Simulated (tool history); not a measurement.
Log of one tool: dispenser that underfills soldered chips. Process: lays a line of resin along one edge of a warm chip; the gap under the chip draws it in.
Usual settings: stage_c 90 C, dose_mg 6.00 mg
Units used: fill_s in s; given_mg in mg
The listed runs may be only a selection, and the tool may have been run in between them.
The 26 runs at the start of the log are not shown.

| run | day | stage_c | dose_mg | hours of work since the syringe was changed | hours of work since the valve was cleaned | hours of work since the stage was calibrated | fill_s | given_mg |
|---|---|---|---|---|---|---|---|---|
| 27 | 5.521 | 101 | 7.46 | 5 | 82 | 255 | 13.9 | 7.23 |
|  | 5.758 | new syringe of resin |
| 28 | 5.758 | 104 | 6.44 | 0 | 86 | 259 | 8.8 | 6.20 |
| 29 | 5.921 | 98 | 5.46 | 3 | 89 | 261 | 14.0 | 5.27 |
| 30 | 6.100 | 98 | 5.46 | 6 | 92 | 265 | 17.6 | 5.23 |
|  | 6.275 | new syringe of resin |
| 31 | 6.400 | 98 | 7.63 | 2 | 97 | 270 | 11.9 | 7.30 |
| 32 | 6.596 | 84 | 7.63 | 6 | 100 | 273 | 26.0 | 7.29 |
|  | 6.733 | dispensing valve cleaned and set on the balance |
|  | 6.829 | new syringe of resin |
| 33 | 6.879 | 82 | 7.36 | 1 | 2 | 277 | 17.9 | 7.38 |
| 34 | 7.017 | 97 | 6.07 | 3 | 5 | 279 | 13.9 | 6.08 |
| 35 | 7.221 | 90 | 5.66 | 7 | 8 | 283 | 24.1 | 5.62 |

Here are 4 independent what-if runs from the current tool condition. What would each one return?
|  | 7.346 | new syringe of resin |
| A | 7.488 | 103 | 5.66 | 2 | 13 | 287 | ? | ? |
|  | 7.346 | new syringe of resin |
| B | 7.488 | 88 | 6.00 | 2 | 13 | 287 | ? | ? |
|  | 7.346 | new syringe of resin |
| C | 7.488 | 89 | 5.66 | 2 | 13 | 287 | ? | ? |
|  | 7.346 | new syringe of resin |
| D | 7.488 | 84 | 6.23 | 2 | 13 | 287 | ? | ? |

| run | fill_s | given_mg |
|---|---|---|
| A | 11.1 | 5.58 |
| B | 17.3 | 5.97 |
| C | 17.3 | 5.63 |
| D | 19.1 | 6.20 |
Without the tool's hidden state the same runs would have given:
| run | fill_s | given_mg |
|---|---|---|
| A | 8.4 | 5.61 |
| B | 13.0 | 6.00 |
| C | 13.2 | 5.66 |
| D | 14.4 | 6.23 |
